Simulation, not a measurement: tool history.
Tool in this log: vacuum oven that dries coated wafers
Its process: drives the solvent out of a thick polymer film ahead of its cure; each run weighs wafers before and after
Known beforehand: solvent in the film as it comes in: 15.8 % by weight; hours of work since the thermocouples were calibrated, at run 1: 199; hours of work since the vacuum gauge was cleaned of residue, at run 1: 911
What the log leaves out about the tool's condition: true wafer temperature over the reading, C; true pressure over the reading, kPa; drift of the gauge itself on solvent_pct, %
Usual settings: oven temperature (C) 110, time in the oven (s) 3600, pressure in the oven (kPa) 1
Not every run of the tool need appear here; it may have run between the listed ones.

run,day,oven temperature (C),time in the oven (s),pressure in the oven (kPa),hours of work since the thermocouples were calibrated,hours of work since the vacuum gauge was cleaned of residue,solvent left in the film (%)
1,0,110,3600,1,199,911,2.01
2,1.7,110,3600,1,230,942,2.09
3,2.467,110,3600,1,244,956,2.11
4,3.625,110,3600,1,265,977,2.14
5,5.188,110,1920,1,293,1005,3.75
6,5.992,110,3600,1,308,1020,2.06
# day 6.329: vacuum gauge cleaned of residue and calibrated
7,7.029,110,3600,1,326,13,1.73
8,8.625,110,3600,0.57,355,42,1.3
9,9.6,110,3600,1.11,372,59,1.82
10,10.388,110,3600,1.11,387,74,2.01
11,12.033,102,3600,1,417,104,3.73
# day 12.192: oven's thermocouples calibrated
12,13.467,110,4860,1,23,128,1.49
13,14.629,115,3600,1.22,44,149,1.59
14,15.471,101,4080,1.22,60,165,4.04
# day 16.733: oven's thermocouples calibrated, once more
15,17.238,101,4080,1.22,9,195,3.62
16,18.633,101,4080,1.1,35,221,3.66
17,19.429,122,2880,0.78,49,235,0.74
18,20.946,110,3600,3.39,77,263,4.57

For run 19, what comes out?
19,22.538,116,2520,0.94,106,292,?

{"run 19": {"solvent left in the film (%)": 1.53}}
With the hidden condition absent and the run-to-run variation left alone, this run would have shown solvent left in the film (%) 1.46.
